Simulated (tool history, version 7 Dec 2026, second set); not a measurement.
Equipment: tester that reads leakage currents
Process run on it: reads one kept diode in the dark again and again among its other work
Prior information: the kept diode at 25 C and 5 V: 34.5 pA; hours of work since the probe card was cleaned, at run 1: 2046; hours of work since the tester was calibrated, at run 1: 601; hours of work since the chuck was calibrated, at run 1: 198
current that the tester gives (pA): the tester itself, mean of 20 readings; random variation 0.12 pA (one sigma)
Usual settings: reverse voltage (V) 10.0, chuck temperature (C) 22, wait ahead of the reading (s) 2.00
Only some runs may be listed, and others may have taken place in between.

run	day	reverse voltage (V)	chuck temperature (C)	wait ahead of the reading (s)	hours of work since the probe card was cleaned	hours of work since the tester was calibrated	hours of work since the chuck was calibrated	current that the tester gives (pA)
1	0.000	10.0	22	2.00	2046	601	198	65.22
2	4.133	10.0	22	2.00	2104	658	255	66.45
3	6.712	10.0	22	7.15	2139	694	291	66.30
4	10.796	10.0	22	7.15	2196	751	348	67.45
# day 13.238: probe card cleaned and baked
5	14.975	10.0	22	7.15	24	807	404	38.38
6	17.192	10.0	22	7.15	55	838	434	39.13
7	19.496	10.0	22	7.15	87	870	466	39.50
8	23.900	10.0	22	7.15	148	931	527	40.56
9	26.971	10.0	22	7.15	190	973	570	41.15
10	31.496	10.0	22	7.15	253	1036	633	42.73
11	35.708	10.0	22	7.15	311	1094	691	43.99
12	37.762	10.0	22	2.00	340	1123	719	44.63
13	40.104	10.0	22	2.00	372	1155	752	45.31
14	43.179	10.0	50	2.00	415	1198	795	324.89
15	45.400	10.0	50	2.00	446	1229	825	323.96
16	48.550	10.0	24	2.00	489	1272	869	54.46
17	52.738	10.0	24	2.00	547	1330	927	55.54
18	57.217	10.0	24	2.00	610	1392	989	57.00
19	61.054	10.0	22	2.00	663	1446	1042	50.74
20	63.775	10.0	22	2.00	700	1483	1080	51.47
21	65.758	10.0	22	3.07	728	1511	1108	51.36
22	67.779	2.0	23	3.07	756	1539	1136	25.78
23	71.321	2.0	23	3.07	805	1588	1185	26.06
24	74.808	14.5	47	0.42	853	1636	1233	335.79
25	78.279	2.7	26	1.57	901	1684	1281	38.19
# day 81.583: chuck's temperature calibrated
26	82.629	14.8	22	0.64	961	1743	14	64.33
27	84.979	14.8	22	0.64	993	1776	47	65.19
28	86.858	14.8	22	0.64	1019	1802	73	65.98
29	90.038	14.8	22	0.64	1063	1846	117	67.28
30	94.079	14.8	22	0.64	1119	1902	173	68.65
31	96.579	4.4	22	1.00	1154	1937	208	33.89
32	100.800	13.3	57	6.39	1212	1995	266	555.86
33	104.571	13.3	57	6.39	1265	2048	319	558.56
34	107.067	13.3	57	6.39	1299	2082	353	561.24
35	109.279	3.0	57	0.98	1330	2113	384	305.03
36	111.692	3.0	38	3.03	1363	2146	417	85.89
37	115.796	2.1	25	2.74	1420	2203	474	29.92
38	118.779	2.1	25	0.34	1462	2244	515	31.12
39	121.488	13.5	22	0.63	1499	2282	553	73.16

3 ways to go on from here, each from the tool as it stands after run 39. What would each give?
A	124.642	19.8	60	2.00	1543	2326	597	?
B	124.642	6.9	22	2.00	1543	2326	597	?
C	124.642	11.6	22	1.79	1543	2326	597	?

run	current that the tester gives (pA)
A	821.69
B	47.55
C	65.53
Stripped of hidden state, with their random variation kept, the same runs would have yielded:
run	current that the tester gives (pA)
A	740.06
B	31.26
C	38.90
